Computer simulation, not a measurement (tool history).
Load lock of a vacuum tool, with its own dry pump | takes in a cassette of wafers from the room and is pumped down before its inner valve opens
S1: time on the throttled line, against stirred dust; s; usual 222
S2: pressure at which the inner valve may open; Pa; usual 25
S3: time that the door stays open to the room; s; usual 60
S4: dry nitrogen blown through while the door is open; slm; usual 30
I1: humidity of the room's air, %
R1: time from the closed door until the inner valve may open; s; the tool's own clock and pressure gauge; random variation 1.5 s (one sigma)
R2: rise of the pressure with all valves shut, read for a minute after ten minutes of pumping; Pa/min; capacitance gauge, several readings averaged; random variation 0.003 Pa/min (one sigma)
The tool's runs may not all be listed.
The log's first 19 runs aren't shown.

run 20 hour=8723.5 | S1=222 S2=25 S3=60 S4=8 | I1=45.1 | R1=299.4 R2=0.061
run 21 hour=9261.4 | S1=222 S2=25 S3=110 S4=30 | I1=43.1 | R1=300.3 R2=0.054
run 22 hour=9502.7 | S1=188 S2=25 S3=60 S4=42 | I1=43.8 | R1=268.9 R2=0.034
run 23 hour=10051.9 | S1=113 S2=25 S3=60 S4=42 | I1=44 | R1=202.5 R2=0.032
-- hour=10291.9 door's seal changed, seat wiped
run 24 hour=10572.9 | S1=123 S2=28 S3=31 S4=21 | I1=45.6 | R1=211.5 R2=0.027
run 25 hour=11022.5 | S1=123 S2=33 S3=31 S4=21 | I1=46.3 | R1=211.2 R2=0.031
run 26 hour=11572.5 | S1=123 S2=33 S3=31 S4=21 | I1=43.7 | R1=208.9 R2=0.024
run 27 hour=12021.1 | S1=222 S2=48 S3=60 S4=17 | I1=43.5 | R1=290.9 R2=0.049
run 28 hour=12335.4 | S1=222 S2=28 S3=60 S4=17 | I1=44.4 | R1=297.9 R2=0.046
run 29 hour=12756.7 | S1=289 S2=19 S3=34 S4=42 | I1=46.5 | R1=360.9 R2=0.029
run 30 hour=13225.6 | S1=419 S2=45 S3=60 S4=17 | I1=48.7 | R1=466.5 R2=0.053
run 31 hour=13628 | S1=419 S2=45 S3=60 S4=17 | I1=43.7 | R1=463.5 R2=0.042
run 32 hour=14034.4 | S1=419 S2=39 S3=227 S4=17 | I1=43.8 | R1=465.8 R2=0.104
run 33 hour=14275.6 | S1=419 S2=39 S3=180 S4=4 | I1=47.5 | R1=467 R2=0.131
run 34 hour=14532.4 | S1=440 S2=25 S3=60 S4=30 | I1=44.5 | R1=483.7 R2=0.04
-- hour=14736.9 dry pump taken out, an overhauled one fitted
run 35 hour=14945 | S1=440 S2=25 S3=55 S4=8 | I1=44.3 | R1=489.6 R2=0.05
run 36 hour=15226 | S1=160 S2=18 S3=60 S4=30 | I1=44.3 | R1=248.2 R2=0.039

4 ways to go on from here, each from the tool as it stands after run 36. What would each give?
run A hour=15698.7 | S1=222 S2=42 S3=60 S4=30 | I1=42.5 | R1=? R2=?
run B hour=15698.7 | S1=160 S2=18 S3=60 S4=32 | I1=41.1 | R1=? R2=?
run C hour=15698.7 | S1=324 S2=23 S3=60 S4=30 | I1=45.7 | R1=? R2=?
run D hour=15698.7 | S1=160 S2=18 S3=150 S4=30 | I1=46.2 | R1=? R2=?

run=A R1=293.2 R2=0.034
run=B R1=246.6 R2=0.035
run=C R1=386 R2=0.041
run=D R1=247.8 R2=0.07
Without the tool's hidden state the same runs would have given:
run=A R1=293.2 R2=0.033
run=B R1=246.6 R2=0.034
run=C R1=386 R2=0.04
run=D R1=247.8 R2=0.068
